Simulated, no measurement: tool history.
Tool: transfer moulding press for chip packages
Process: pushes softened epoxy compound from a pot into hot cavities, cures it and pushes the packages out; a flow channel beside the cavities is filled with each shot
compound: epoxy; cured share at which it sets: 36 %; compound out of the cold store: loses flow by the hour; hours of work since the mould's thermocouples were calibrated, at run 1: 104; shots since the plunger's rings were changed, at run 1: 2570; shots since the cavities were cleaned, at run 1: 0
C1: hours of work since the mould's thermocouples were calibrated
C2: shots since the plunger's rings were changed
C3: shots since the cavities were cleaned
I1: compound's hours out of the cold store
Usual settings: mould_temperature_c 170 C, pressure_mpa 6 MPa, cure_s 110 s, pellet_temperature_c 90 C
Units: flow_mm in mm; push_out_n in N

{"run": 1, "hour": 0.0, "mould_temperature_c": 170, "pressure_mpa": 6, "cure_s": 110, "pellet_temperature_c": 90, "C1": 104, "C2": 2570, "C3": 0, "I1": 41.6, "flow_mm": 811, "push_out_n": 409}
{"run": 2, "hour": 54.2, "mould_temperature_c": 170, "pressure_mpa": 6, "cure_s": 110, "pellet_temperature_c": 90, "C1": 127, "C2": 2929, "C3": 359, "I1": 11.4, "flow_mm": 886, "push_out_n": 577}
{"hour": 113.9, "done": "cavities cleaned with cleaning compound and waxed"}
{"run": 3, "hour": 119.6, "mould_temperature_c": 178, "pressure_mpa": 6, "cure_s": 110, "pellet_temperature_c": 90, "C1": 153, "C2": 3352, "C3": 38, "I1": 15.6, "flow_mm": 846, "push_out_n": 383}
{"run": 4, "hour": 179.4, "mould_temperature_c": 178, "pressure_mpa": 6, "cure_s": 110, "pellet_temperature_c": 90, "C1": 178, "C2": 3748, "C3": 434, "I1": 27.6, "flow_mm": 802, "push_out_n": 523}
{"hour": 227.1, "done": "cavities cleaned with cleaning compound and waxed"}
{"run": 5, "hour": 249.7, "mould_temperature_c": 178, "pressure_mpa": 6, "cure_s": 110, "pellet_temperature_c": 88, "C1": 207, "C2": 4204, "C3": 150, "I1": 35.8, "flow_mm": 768, "push_out_n": 419}
{"run": 6, "hour": 296.9, "mould_temperature_c": 178, "pressure_mpa": 6, "cure_s": 110, "pellet_temperature_c": 88, "C1": 227, "C2": 4516, "C3": 462, "I1": 42, "flow_mm": 751, "push_out_n": 524}
{"hour": 344.4, "done": "cavities cleaned with cleaning compound and waxed"}
{"run": 7, "hour": 367.7, "mould_temperature_c": 178, "pressure_mpa": 6, "cure_s": 110, "pellet_temperature_c": 88, "C1": 256, "C2": 4976, "C3": 155, "I1": 23.1, "flow_mm": 789, "push_out_n": 433}
{"run": 8, "hour": 401.7, "mould_temperature_c": 178, "pressure_mpa": 6, "cure_s": 110, "pellet_temperature_c": 88, "C1": 270, "C2": 5201, "C3": 380, "I1": 37.7, "flow_mm": 747, "push_out_n": 505}
{"run": 9, "hour": 439.7, "mould_temperature_c": 170, "pressure_mpa": 6, "cure_s": 110, "pellet_temperature_c": 90, "C1": 286, "C2": 5452, "C3": 631, "I1": 45, "flow_mm": 760, "push_out_n": 655}
{"hour": 461.1, "done": "cavities cleaned with cleaning compound and waxed"}
{"run": 10, "hour": 483.7, "mould_temperature_c": 170, "pressure_mpa": 6, "cure_s": 110, "pellet_temperature_c": 90, "C1": 304, "C2": 5734, "C3": 150, "I1": 26.1, "flow_mm": 791, "push_out_n": 473}
{"run": 11, "hour": 515.8, "mould_temperature_c": 170, "pressure_mpa": 6, "cure_s": 110, "pellet_temperature_c": 90, "C1": 317, "C2": 5947, "C3": 363, "I1": 17.3, "flow_mm": 803, "push_out_n": 579}
{"run": 12, "hour": 556.2, "mould_temperature_c": 170, "pressure_mpa": 6.05, "cure_s": 110, "pellet_temperature_c": 90, "C1": 334, "C2": 6214, "C3": 630, "I1": 13.7, "flow_mm": 820, "push_out_n": 665}
{"hour": 579.3, "done": "cavities cleaned with cleaning compound and waxed"}
{"run": 13, "hour": 589.7, "mould_temperature_c": 170, "pressure_mpa": 6.05, "cure_s": 110, "pellet_temperature_c": 90, "C1": 347, "C2": 6426, "C3": 69, "I1": 32.4, "flow_mm": 765, "push_out_n": 450}
{"hour": 612.1, "done": "plunger's sealing rings changed"}
{"run": 14, "hour": 622.0, "mould_temperature_c": 170, "pressure_mpa": 6.05, "cure_s": 110, "pellet_temperature_c": 90, "C1": 360, "C2": 66, "C3": 267, "I1": 16.6, "flow_mm": 926, "push_out_n": 569}
{"run": 15, "hour": 684.7, "mould_temperature_c": 170, "pressure_mpa": 6.26, "cure_s": 104, "pellet_temperature_c": 94, "C1": 386, "C2": 481, "C3": 682, "I1": 27.6, "flow_mm": 896, "push_out_n": 681}
{"hour": 699.9, "done": "cavities cleaned with cleaning compound and waxed"}
{"run": 16, "hour": 756.1, "mould_temperature_c": 168, "pressure_mpa": 4.99, "cure_s": 98, "pellet_temperature_c": 80, "C1": 415, "C2": 944, "C3": 372, "I1": 43.2, "flow_mm": 765, "push_out_n": 760}
{"run": 17, "hour": 797.6, "mould_temperature_c": 173, "pressure_mpa": 6.06, "cure_s": 104, "pellet_temperature_c": 82, "C1": 432, "C2": 1219, "C3": 647, "I1": 23.6, "flow_mm": 870, "push_out_n": 658}
{"hour": 815.6, "done": "cavities cleaned with cleaning compound and waxed"}
{"run": 18, "hour": 842.0, "mould_temperature_c": 170, "pressure_mpa": 6, "cure_s": 110, "pellet_temperature_c": 81, "C1": 450, "C2": 1503, "C3": 175, "I1": 9, "flow_mm": 921, "push_out_n": 516}
{"run": 19, "hour": 901.0, "mould_temperature_c": 170, "pressure_mpa": 7, "cure_s": 124, "pellet_temperature_c": 90, "C1": 475, "C2": 1894, "C3": 566, "I1": 11.9, "flow_mm": 973, "push_out_n": 589}
{"hour": 933.1, "done": "cavities cleaned with cleaning compound and waxed"}
{"run": 20, "hour": 940.8, "mould_temperature_c": 170, "pressure_mpa": 7, "cure_s": 124, "pellet_temperature_c": 90, "C1": 491, "C2": 2147, "C3": 50, "I1": 38.7, "flow_mm": 892, "push_out_n": 378}
{"run": 21, "hour": 995.0, "mould_temperature_c": 170, "pressure_mpa": 5.7, "cure_s": 107, "pellet_temperature_c": 90, "C1": 513, "C2": 2507, "C3": 410, "I1": 13.7, "flow_mm": 863, "push_out_n": 633}
{"run": 22, "hour": 1036.5, "mould_temperature_c": 170, "pressure_mpa": 6, "cure_s": 150, "pellet_temperature_c": 97, "C1": 531, "C2": 2782, "C3": 685, "I1": 30.7, "flow_mm": 840, "push_out_n": 578}
{"hour": 1050.1, "done": "cavities cleaned with cleaning compound and waxed"}
{"run": 23, "hour": 1108.2, "mould_temperature_c": 170, "pressure_mpa": 4.64, "cure_s": 150, "pellet_temperature_c": 94, "C1": 560, "C2": 3246, "C3": 384, "I1": 25.2, "flow_mm": 734, "push_out_n": 510}
{"hour": 1165.1, "done": "cavities cleaned with cleaning compound and waxed"}
{"run": 24, "hour": 1177.0, "mould_temperature_c": 165, "pressure_mpa": 6, "cure_s": 118, "pellet_temperature_c": 96, "C1": 588, "C2": 3692, "C3": 79, "I1": 20.7, "flow_mm": 858, "push_out_n": 513}
{"run": 25, "hour": 1242.2, "mould_temperature_c": 170, "pressure_mpa": 5.64, "cure_s": 110, "pellet_temperature_c": 89, "C1": 615, "C2": 4124, "C3": 511, "I1": 18.3, "flow_mm": 815, "push_out_n": 616}
{"hour": 1280.1, "done": "cavities cleaned with cleaning compound and waxed"}
{"run": 26, "hour": 1293.2, "mould_temperature_c": 170, "pressure_mpa": 6.46, "cure_s": 101, "pellet_temperature_c": 90, "C1": 636, "C2": 4452, "C3": 87, "I1": 33.7, "flow_mm": 826, "push_out_n": 491}
{"hour": 1325.5, "done": "mould's thermocouples calibrated"}
{"run": 27, "hour": 1340.3, "mould_temperature_c": 170, "pressure_mpa": 6, "cure_s": 132, "pellet_temperature_c": 90, "C1": 6, "C2": 4751, "C3": 386, "I1": 23.4, "flow_mm": 825, "push_out_n": 545}

Forecast each of these 3 alternatives for the next run:
{"hour": 1396.7, "done": "cavities cleaned with cleaning compound and waxed"}
{"run": "A", "hour": 1396.8, "mould_temperature_c": 170, "pressure_mpa": 4.96, "cure_s": 132, "pellet_temperature_c": 90, "C1": 29, "C2": 5115, "C3": 1, "I1": 9.2, "flow_mm": "?", "push_out_n": "?"}
{"hour": 1396.7, "done": "cavities cleaned with cleaning compound and waxed"}
{"run": "B", "hour": 1396.8, "mould_temperature_c": 170, "pressure_mpa": 6, "cure_s": 130, "pellet_temperature_c": 90, "C1": 29, "C2": 5115, "C3": 1, "I1": 27.7, "flow_mm": "?", "push_out_n": "?"}
{"hour": 1396.7, "done": "cavities cleaned with cleaning compound and waxed"}
{"run": "C", "hour": 1396.8, "mould_temperature_c": 170, "pressure_mpa": 5.76, "cure_s": 93, "pellet_temperature_c": 91, "C1": 29, "C2": 5115, "C3": 1, "I1": 36.1, "flow_mm": "?", "push_out_n": "?"}

run=A flow_mm=772 push_out_n=373
run=B flow_mm=799 push_out_n=358
run=C flow_mm=761 push_out_n=555
Without the tool's hidden state the same runs would have given:
run=A flow_mm=860 push_out_n=361
run=B flow_mm=891 push_out_n=346
run=C flow_mm=848 push_out_n=545
